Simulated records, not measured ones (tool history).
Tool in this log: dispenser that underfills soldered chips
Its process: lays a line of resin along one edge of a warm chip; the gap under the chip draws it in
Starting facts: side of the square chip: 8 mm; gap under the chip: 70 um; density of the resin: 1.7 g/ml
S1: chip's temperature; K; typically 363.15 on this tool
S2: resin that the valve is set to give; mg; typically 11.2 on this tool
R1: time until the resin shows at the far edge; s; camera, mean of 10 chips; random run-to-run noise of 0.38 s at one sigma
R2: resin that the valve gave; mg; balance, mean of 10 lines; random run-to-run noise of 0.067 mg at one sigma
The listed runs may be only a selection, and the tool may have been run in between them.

| run | day | S1 | S2 | R1 | R2 |
|---|---|---|---|---|---|
| 1 | 0 | 363.15 | 11.2 | 32.3 | 11.17 |
|  | 0.112 | new syringe of resin |
| 2 | 0.333 | 363.15 | 11.2 | 30.8 | 11.03 |
|  | 0.558 | new syringe of resin |
|  | 1.008 | new syringe of resin |
| 3 | 1.025 | 351.15 | 11.2 | 41.8 | 10.97 |
|  | 1.446 | new syringe of resin |
| 4 | 1.479 | 351.15 | 11.2 | 44.7 | 10.98 |
|  | 1.879 | new syringe of resin |
| 5 | 2.125 | 351.15 | 11.2 | 53.6 | 10.93 |
|  | 2.35 | new syringe of resin |
| 6 | 2.488 | 351.15 | 12.2 | 47.2 | 11.79 |
|  | 2.8 | new syringe of resin |
| 7 | 2.971 | 361.15 | 12.2 | 30.7 | 11.73 |
|  | 3.275 | new syringe of resin |
| 8 | 3.296 | 367.15 | 11.2 | 20.7 | 10.63 |
|  | 3.708 | new syringe of resin |
| 9 | 4.012 | 367.15 | 11.2 | 27.9 | 10.61 |
|  | 4.167 | new syringe of resin |
| 10 | 4.575 | 350.15 | 13.5 | 65.6 | 12.66 |
|  | 4.65 | new syringe of resin |
| 11 | 5.004 | 365.15 | 10.1 | 34.2 | 9.38 |

Predict the results of run 12:
|  | 5.112 | new syringe of resin |
|  | 5.567 | new syringe of resin |
|  | 5.667 | dispensing valve cleaned and set on the balance |
| 12 | 5.667 | 362.15 | 10.4 | ? | ? |

{"run 12": {"R1": 27.3, "R2": 10.49}}
The same run, on a tool lacking any hidden state, would have yielded R1 24.4 s, R2 10.5 mg.
